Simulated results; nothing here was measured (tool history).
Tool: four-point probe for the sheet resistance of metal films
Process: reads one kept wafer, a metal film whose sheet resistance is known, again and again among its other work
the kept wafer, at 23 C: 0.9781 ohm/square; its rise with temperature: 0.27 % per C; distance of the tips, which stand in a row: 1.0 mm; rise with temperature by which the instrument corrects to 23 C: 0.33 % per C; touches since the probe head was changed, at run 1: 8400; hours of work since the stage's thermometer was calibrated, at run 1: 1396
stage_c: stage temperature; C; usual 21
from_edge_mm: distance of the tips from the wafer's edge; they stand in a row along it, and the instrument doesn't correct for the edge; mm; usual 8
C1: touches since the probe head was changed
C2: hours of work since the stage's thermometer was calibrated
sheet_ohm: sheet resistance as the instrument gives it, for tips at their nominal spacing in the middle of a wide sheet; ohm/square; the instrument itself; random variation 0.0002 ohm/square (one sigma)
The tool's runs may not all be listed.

run 1 hour=0 | stage_c=21 from_edge_mm=8 | C1=8400 C2=1396 | sheet_ohm=0.982
run 2 hour=17.7 | stage_c=31 from_edge_mm=8 | C1=8793 C2=1408 | sheet_ohm=0.976285
run 3 hour=35.3 | stage_c=31 from_edge_mm=8 | C1=9184 C2=1419 | sheet_ohm=0.976619
run 4 hour=48.2 | stage_c=31 from_edge_mm=8 | C1=9470 C2=1427 | sheet_ohm=0.976438
run 5 hour=66 | stage_c=31 from_edge_mm=8 | C1=9866 C2=1438 | sheet_ohm=0.976406
run 6 hour=87 | stage_c=34 from_edge_mm=8 | C1=10332 C2=1452 | sheet_ohm=0.975053
run 7 hour=103.9 | stage_c=34 from_edge_mm=8 | C1=10709 C2=1463 | sheet_ohm=0.974945
run 8 hour=127.6 | stage_c=21 from_edge_mm=8 | C1=11236 C2=1478 | sheet_ohm=0.982065
run 9 hour=141.3 | stage_c=21 from_edge_mm=8 | C1=11540 C2=1486 | sheet_ohm=0.981788
run 10 hour=154.8 | stage_c=21 from_edge_mm=8 | C1=11840 C2=1495 | sheet_ohm=0.982034
run 11 hour=168.6 | stage_c=21 from_edge_mm=8 | C1=12146 C2=1504 | sheet_ohm=0.981845
run 12 hour=181.8 | stage_c=21 from_edge_mm=8 | C1=12439 C2=1512 | sheet_ohm=0.981851
run 13 hour=194.4 | stage_c=21 from_edge_mm=8 | C1=12719 C2=1520 | sheet_ohm=0.98181
run 14 hour=217.8 | stage_c=21 from_edge_mm=8 | C1=13239 C2=1535 | sheet_ohm=0.981662
run 15 hour=233 | stage_c=21 from_edge_mm=8 | C1=13578 C2=1545 | sheet_ohm=0.98186
run 16 hour=243.2 | stage_c=21 from_edge_mm=8 | C1=13803 C2=1551 | sheet_ohm=0.981765
run 17 hour=257.2 | stage_c=21 from_edge_mm=8 | C1=14114 C2=1560 | sheet_ohm=0.981869
run 18 hour=276.1 | stage_c=21 from_edge_mm=8 | C1=14534 C2=1572 | sheet_ohm=0.981573
run 19 hour=295.7 | stage_c=21 from_edge_mm=8 | C1=14970 C2=1585 | sheet_ohm=0.98169
run 20 hour=309.1 | stage_c=21 from_edge_mm=8 | C1=15268 C2=1593 | sheet_ohm=0.981961
run 21 hour=329.3 | stage_c=21 from_edge_mm=8 | C1=15718 C2=1606 | sheet_ohm=0.981513
run 22 hour=351.3 | stage_c=21 from_edge_mm=8 | C1=16205 C2=1620 | sheet_ohm=0.98213
run 23 hour=364.6 | stage_c=18 from_edge_mm=8 | C1=16501 C2=1629 | sheet_ohm=0.983526
run 24 hour=380.9 | stage_c=32 from_edge_mm=8 | C1=16864 C2=1639 | sheet_ohm=0.975876
run 25 hour=401 | stage_c=21 from_edge_mm=50 | C1=17310 C2=1652 | sheet_ohm=0.973685
run 26 hour=420.1 | stage_c=21 from_edge_mm=50 | C1=17735 C2=1664 | sheet_ohm=0.973943
run 27 hour=435.9 | stage_c=19 from_edge_mm=39 | C1=18085 C2=1674 | sheet_ohm=0.974998
-- hour=437.5 stage's thermometer calibrated
run 28 hour=452 | stage_c=21 from_edge_mm=6 | C1=18433 C2=9 | sheet_ohm=0.987783
run 29 hour=475.5 | stage_c=21 from_edge_mm=6 | C1=18955 C2=24 | sheet_ohm=0.987634
run 30 hour=490.1 | stage_c=29 from_edge_mm=29 | C1=19278 C2=33 | sheet_ohm=0.969609
run 31 hour=506.2 | stage_c=19 from_edge_mm=35 | C1=19635 C2=44 | sheet_ohm=0.974939
run 32 hour=523.4 | stage_c=23 from_edge_mm=15 | C1=20018 C2=55 | sheet_ohm=0.97452
run 33 hour=544.7 | stage_c=23 from_edge_mm=15 | C1=20493 C2=68 | sheet_ohm=0.974507
run 34 hour=554.3 | stage_c=34 from_edge_mm=16 | C1=20706 C2=74 | sheet_ohm=0.968262
-- hour=562.5 stage's thermometer calibrated, once more
run 35 hour=567.7 | stage_c=34 from_edge_mm=16 | C1=20991 C2=3 | sheet_ohm=0.96904
run 36 hour=584.3 | stage_c=20 from_edge_mm=34 | C1=21360 C2=14 | sheet_ohm=0.974945
run 37 hour=601.3 | stage_c=20 from_edge_mm=34 | C1=21738 C2=25 | sheet_ohm=0.975046
run 38 hour=611 | stage_c=20 from_edge_mm=34 | C1=21955 C2=31 | sheet_ohm=0.974957
run 39 hour=622.8 | stage_c=20 from_edge_mm=34 | C1=22215 C2=38 | sheet_ohm=0.975231
run 40 hour=645.9 | stage_c=20 from_edge_mm=34 | C1=22729 C2=53 | sheet_ohm=0.974796
run 41 hour=666.3 | stage_c=20 from_edge_mm=34 | C1=23182 C2=66 | sheet_ohm=0.975202
run 42 hour=682 | stage_c=20 from_edge_mm=34 | C1=23533 C2=76 | sheet_ohm=0.975124
run 43 hour=702.8 | stage_c=20 from_edge_mm=34 | C1=23993 C2=89 | sheet_ohm=0.974968
run 44 hour=717.9 | stage_c=20 from_edge_mm=51 | C1=24329 C2=99 | sheet_ohm=0.974514
run 45 hour=734.7 | stage_c=20 from_edge_mm=51 | C1=24704 C2=110 | sheet_ohm=0.974274

How the hidden state differs across the entries between the runs, from the last listed run before each to the first after it:
Between runs 27 and 28: stage's thermometer calibrated (hour 437.5)
  inner tips' distance over the nominal, %: -0.483 -> -0.485; wafer's true temperature over the reading, C: -0.24 -> -0.27
  measured less the result without the state, sheet_ohm: -0.005768 -> -0.005938 ohm/square
Between runs 34 and 35: stage's thermometer calibrated, once more (hour 562.5)
  inner tips' distance over the nominal, %: -0.493 -> -0.494; tips' flats over new ones', %: 10 -> 11; wafer's true temperature over the reading, C: -0.28 -> 0.02
  measured less the result without the state, sheet_ohm: -0.005911 -> -0.005154 ohm/square
